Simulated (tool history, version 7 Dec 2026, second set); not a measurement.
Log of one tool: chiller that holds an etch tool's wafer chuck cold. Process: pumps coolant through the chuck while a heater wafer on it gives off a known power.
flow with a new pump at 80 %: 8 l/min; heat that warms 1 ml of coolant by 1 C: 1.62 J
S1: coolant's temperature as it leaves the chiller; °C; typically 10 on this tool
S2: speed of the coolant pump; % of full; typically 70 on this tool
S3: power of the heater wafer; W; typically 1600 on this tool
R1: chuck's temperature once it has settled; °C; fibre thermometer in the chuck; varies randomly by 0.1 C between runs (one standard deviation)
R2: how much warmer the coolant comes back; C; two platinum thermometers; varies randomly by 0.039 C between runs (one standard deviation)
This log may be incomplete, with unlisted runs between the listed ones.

run      day  S1  S2    S3    R1    R2
  1        0  10  70  1600  27.5  8.43
       6.188  -- coolant changed, channels flushed
  2    7.004  10  70  1600  27.5  8.38
  3    15.55  10  70  1600  27.4  8.34
  4   22.371  10  70  1600  27.4  8.33
  5   31.283   5  70  1600  22.4  8.28
  6    37.05   5  70  1600  22.5  8.26
  7   44.333   5  70  1600  22.5   8.3
  8   49.275  10  70  1600  27.3  8.21
  9   53.188  10  98  1600  24.2  5.83
 10   59.125  10  70  1600  27.5  8.09
      61.479  -- coolant pump overhauled
 11   66.904  10  70  1600  27.5   8.1
 12   74.712  10  70  1600  27.2  8.03
 13   81.121  10  70  1600  27.2  8.05
 14   86.892  10  70  1600  27.4  8.02
 15    95.75  10  70  1600  27.4  7.95
      101.25  -- gauge calibrated
 16  101.871  10  70  1600  27.5  8.43
 17  108.512  16  92  1933  33.8  7.77
 18  117.512   7  62  1600  25.7  9.33
 19  126.554   7  62  1600  25.7  9.33
 20  132.854   4  71   957  14.3  4.77
 21  141.796   9  70   957  19.3  4.87
 22  150.117   6  65  2034  29.1  11.3
     158.938  -- chiller's thermometer calibrated
 23  159.367  15  82   943  24.3  3.96
 24  164.654  14  70  1361  28.8  6.86
 25  170.567  10  62  1607  28.8   9.2
 26  179.671  10  62  1607  28.8  9.12
 27  188.896  10  93  1600  24.7  6.04
 28  197.629   8  97   895  16.1  3.08
 29  201.462  15  71   961  25.3  4.44
 30  206.012  15  71   961  25.4  4.45
     210.033  -- gauge calibrated
 31  213.771   9  78  1279    22  6.08

Each row is a separate what-if for the run after 31, all from the same tool condition, not one after another. Results?
  A  222.542   0  78  1911   ?   ?
  B  222.542  10  70  1454   ?   ?
  C  222.542  10  70  1086   ?   ?

run    R1    R2
  A  19.5  8.96
  B  25.8   7.6
  C  21.9  5.65
Had the tool no hidden state, the same runs would have come out as:
run    R1    R2
  A  19.5  9.02
  B  25.7  7.65
  C  21.9   5.7

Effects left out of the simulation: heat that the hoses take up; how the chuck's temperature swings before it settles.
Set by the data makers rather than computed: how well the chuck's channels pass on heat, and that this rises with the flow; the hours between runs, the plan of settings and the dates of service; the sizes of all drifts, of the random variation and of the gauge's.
